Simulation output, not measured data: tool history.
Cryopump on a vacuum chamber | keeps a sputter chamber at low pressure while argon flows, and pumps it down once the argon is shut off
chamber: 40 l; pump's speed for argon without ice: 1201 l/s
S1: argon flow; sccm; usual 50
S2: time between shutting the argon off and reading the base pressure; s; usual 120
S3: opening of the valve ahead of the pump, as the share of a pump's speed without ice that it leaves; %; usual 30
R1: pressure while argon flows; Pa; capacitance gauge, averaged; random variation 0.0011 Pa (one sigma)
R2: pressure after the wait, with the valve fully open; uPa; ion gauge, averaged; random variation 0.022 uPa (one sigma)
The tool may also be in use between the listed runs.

run 1 hour=0 | S1=50 S2=120 S3=30 | R1=0.2364 R2=1.25
run 2 hour=31.9 | S1=50 S2=120 S3=30 | R1=0.2381 R2=1.23
run 3 hour=59.6 | S1=50 S2=120 S3=30 | R1=0.2365 R2=1.21
run 4 hour=84.4 | S1=50 S2=120 S3=30 | R1=0.2393 R2=1.23
run 5 hour=113 | S1=26 S2=120 S3=30 | R1=0.1236 R2=1.3
run 6 hour=133.3 | S1=50 S2=120 S3=33 | R1=0.2172 R2=1.27
run 7 hour=150.9 | S1=50 S2=120 S3=33 | R1=0.2173 R2=1.32
run 8 hour=183.8 | S1=50 S2=120 S3=33 | R1=0.2176 R2=1.3
run 9 hour=206.6 | S1=50 S2=120 S3=33 | R1=0.2184 R2=1.3
run 10 hour=230.1 | S1=50 S2=21 S3=30 | R1=0.2404 R2=2.69
run 11 hour=259.1 | S1=36 S2=21 S3=30 | R1=0.1727 R2=2.71
run 12 hour=274.3 | S1=36 S2=21 S3=30 | R1=0.1721 R2=2.63
run 13 hour=309.7 | S1=36 S2=21 S3=30 | R1=0.1741 R2=2.73
run 14 hour=338.3 | S1=36 S2=21 S3=30 | R1=0.1738 R2=2.79
run 15 hour=366.1 | S1=36 S2=21 S3=30 | R1=0.1738 R2=2.72
run 16 hour=392.3 | S1=36 S2=21 S3=30 | R1=0.1754 R2=2.77
run 17 hour=415.9 | S1=23 S2=174 S3=38 | R1=0.0891 R2=1.32
run 18 hour=451.2 | S1=23 S2=174 S3=38 | R1=0.0879 R2=1.34
run 19 hour=466.5 | S1=23 S2=174 S3=38 | R1=0.0888 R2=1.38
run 20 hour=494.7 | S1=23 S2=174 S3=38 | R1=0.0897 R2=1.36
run 21 hour=517.7 | S1=50 S2=87 S3=30 | R1=0.2437 R2=1.61
run 22 hour=547.4 | S1=50 S2=87 S3=30 | R1=0.2417 R2=1.64
run 23 hour=571.1 | S1=79 S2=101 S3=20 | R1=0.5709 R2=1.57
run 24 hour=600 | S1=84 S2=39 S3=43 | R1=0.2931 R2=2.14
run 25 hour=625.1 | S1=59 S2=39 S3=19 | R1=0.4489 R2=2.12
run 26 hour=643.5 | S1=59 S2=30 S3=30 | R1=0.2897 R2=2.53
run 27 hour=664.2 | S1=59 S2=30 S3=30 | R1=0.2907 R2=2.45
run 28 hour=680.3 | S1=59 S2=30 S3=30 | R1=0.2885 R2=2.42
run 29 hour=698.1 | S1=85 S2=87 S3=30 | R1=0.4188 R2=1.76
run 30 hour=724.8 | S1=85 S2=87 S3=30 | R1=0.4185 R2=1.73

Forecast each of these 3 alternatives for the next run:
run A hour=756.2 | S1=67 S2=27 S3=19 | R1=? R2=?
run B hour=756.2 | S1=27 S2=57 S3=23 | R1=? R2=?
run C hour=756.2 | S1=59 S2=120 S3=30 | R1=? R2=?

run=A R1=0.5112 R2=2.69
run=B R1=0.1732 R2=1.98
run=C R1=0.2901 R2=1.67
Without the tool's hidden state the same runs would have given:
run=A R1=0.4952 R2=1.56
run=B R1=0.1667 R2=0.86
run=C R1=0.276 R2=0.54
